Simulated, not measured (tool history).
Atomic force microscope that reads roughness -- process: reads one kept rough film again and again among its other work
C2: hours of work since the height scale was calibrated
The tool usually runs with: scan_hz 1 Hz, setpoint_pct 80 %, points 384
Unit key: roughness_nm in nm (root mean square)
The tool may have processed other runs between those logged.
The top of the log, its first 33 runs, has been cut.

Run 34, hour 843.8: usual settings but scan_hz 2.31 Hz; pictures with this tip 261; C2 216. Result: roughness_nm 1.476 nm (root mean square).
Run 35, hour 867.1: usual settings but scan_hz 0.93 Hz, setpoint_pct 74 %, points 840; pictures with this tip 291; C2 227. Result: roughness_nm 1.699 nm (root mean square).
Run 36, hour 886.4: usual settings but scan_hz 0.93 Hz, setpoint_pct 74 %, points 840; pictures with this tip 315; C2 236. Result: roughness_nm 1.683 nm (root mean square).
Run 37, hour 917.8: usual settings but scan_hz 0.78 Hz, setpoint_pct 59 %, points 999; pictures with this tip 355; C2 252. Result: roughness_nm 1.765 nm (root mean square).
At hour 953: new tip fitted.
Run 38, hour 954.6: usual settings but scan_hz 0.78 Hz, setpoint_pct 59 %, points 999; pictures with this tip 2; C2 269. Result: roughness_nm 1.888 nm (root mean square).
Run 39, hour 983: usual settings but scan_hz 0.81 Hz, setpoint_pct 83 %; pictures with this tip 38; C2 283. Result: roughness_nm 1.752 nm (root mean square).
Run 40, hour 1015.8: usual settings but scan_hz 3.82 Hz, setpoint_pct 86 %, points 579; pictures with this tip 79; C2 299. Result: roughness_nm 1.26 nm (root mean square).
Run 41, hour 1041.5: usual settings but scan_hz 0.86 Hz; pictures with this tip 112; C2 312. Result: roughness_nm 1.734 nm (root mean square).

Predict each of these 5 candidate next runs independently; none follows another, all start after run 41:
Run A, hour 1071.3: usual settings but scan_hz 3.38 Hz, setpoint_pct 89 %, points 337; pictures with this tip 150; C2 326. Result: roughness_nm ?.
Run B, hour 1071.3: usual settings but points 327; pictures with this tip 150; C2 326. Result: roughness_nm ?.
Run C, hour 1071.3: usual settings but scan_hz 3.02 Hz, setpoint_pct 70 %, points 536; pictures with this tip 150; C2 326. Result: roughness_nm ?.
Run D, hour 1071.3: usual settings but scan_hz 0.86 Hz, setpoint_pct 81 %; pictures with this tip 150; C2 326. Result: roughness_nm ?.
Run E, hour 1071.3: usual settings but scan_hz 0.86 Hz, setpoint_pct 85 %; pictures with this tip 150; C2 326. Result: roughness_nm ?.

run  roughness_nm
  A         1.232
  B         1.704
  C         1.577
  D         1.704
  E         1.686
Without the tool's hidden state the same runs would have given:
run  roughness_nm
  A         1.278
  B         1.768
  C         1.636
  D         1.768
  E         1.749

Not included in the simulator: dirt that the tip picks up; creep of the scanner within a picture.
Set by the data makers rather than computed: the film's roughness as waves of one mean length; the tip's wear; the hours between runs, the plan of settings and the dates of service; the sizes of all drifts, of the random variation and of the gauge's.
